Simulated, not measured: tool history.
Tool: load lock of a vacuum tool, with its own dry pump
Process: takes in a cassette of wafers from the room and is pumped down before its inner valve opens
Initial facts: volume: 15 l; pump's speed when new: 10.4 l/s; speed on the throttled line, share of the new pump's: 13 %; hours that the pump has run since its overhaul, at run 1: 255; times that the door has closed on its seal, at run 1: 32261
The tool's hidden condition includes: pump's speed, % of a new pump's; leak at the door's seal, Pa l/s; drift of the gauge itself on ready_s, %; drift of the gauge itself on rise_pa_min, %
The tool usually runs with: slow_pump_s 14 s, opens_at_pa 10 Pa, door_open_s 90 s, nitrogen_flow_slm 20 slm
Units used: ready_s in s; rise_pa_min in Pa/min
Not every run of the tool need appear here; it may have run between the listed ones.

run	day	slow_pump_s	opens_at_pa	door_open_s	nitrogen_flow_slm	hours that the pump has run since its overhaul	times that the door has closed on its seal	incoming humidity of the room's air, %	ready_s	rise_pa_min
1	0.000	14	10	90	20	255	32261	44.6	25.8	0.201
2	4.212	14	7	90	20	356	32567	48.7	26.4	0.211
3	9.796	14	7	90	20	490	32973	42.5	26.4	0.210
4	13.983	14	7	90	20	591	33277	44.3	26.5	0.210
5	17.058	14	17	90	20	665	33500	48.7	24.8	0.215
6	20.375	14	17	90	20	744	33741	46.4	24.9	0.211
7	23.171	14	17	90	20	811	33945	44.2	25.0	0.216
8	28.612	14	10	90	20	942	34340	43.0	25.6	0.215
9	31.275	14	10	90	20	1006	34534	40.0	25.7	0.224
10	35.475	13	10	90	20	1107	34839	42.5	24.9	0.220
11	39.646	13	10	90	20	1207	35142	46.8	25.2	0.228
12	44.750	13	10	90	20	1329	35513	42.9	25.1	0.227
13	47.546	13	10	90	20	1396	35717	47.3	24.8	0.238
14	50.188	11	10	90	20	1460	35909	44.1	22.9	0.235
15	52.762	11	10	90	20	1522	36096	45.0	23.5	0.239
16	57.708	14	10	90	20	1640	36455	45.8	25.8	0.240
17	60.488	14	10	90	20	1707	36657	41.8	25.7	0.238
18	64.821	14	10	90	20	1811	36972	46.6	25.9	0.241
19	67.296	14	8	90	20	1870	37152	46.2	26.2	0.244
20	72.154	14	10	64	19	1987	37505	42.6	26.0	0.246
21	77.833	14	10	27	19	2123	37918	44.4	25.8	0.245
22	82.725	23	9	90	20	2241	38274	43.2	34.3	0.252
23	86.754	23	9	90	20	2337	38567	47.2	33.9	0.264
24	92.150	23	9	90	20	2467	38959	45.4	33.8	0.254
25	97.362	23	9	90	20	2592	39338	47.0	33.5	0.266
26	102.479	27	9	210	24	2715	39710	47.7	37.3	0.281
27	107.688	27	9	210	24	2840	40088	46.8	37.3	0.290
28	110.296	27	9	210	24	2902	40278	42.8	37.6	0.286
29	114.408	19	9	79	24	3001	40577	45.5	30.4	0.271
30	117.979	19	9	79	35	3087	40837	45.2	30.6	0.271
31	123.288	24	14	32	26	3214	41222	46.6	34.2	0.270
32	126.646	25	12	82	24	3295	41467	45.6	35.1	0.283
33	130.946	25	12	82	24	3398	41779	45.3	35.6	0.289
34	136.504	8	12	90	24	3531	42183	46.6	20.6	0.288
35	139.208	23	10	90	7	3596	42380	43.4	33.7	0.312
36	144.321	11	10	90	17	3719	42751	45.5	23.7	0.303
37	147.838	8	20	90	10	3803	43007	43.9	19.8	0.314

3 ways to go on from here, each from the tool as it stands after run 37. What would each give?
A	153.217	11	10	90	20	3933	43398	42.6	?	?
B	153.217	7	20	90	10	3933	43398	42.1	?	?
C	153.217	8	20	170	10	3933	43398	45.5	?	?

run	ready_s	rise_pa_min
A	23.6	0.307
B	18.9	0.313
C	19.9	0.330
Stripped of hidden state, with their random variation kept, the same runs would have yielded:
run	ready_s	rise_pa_min
A	23.2	0.037
B	18.5	0.046
C	19.4	0.062
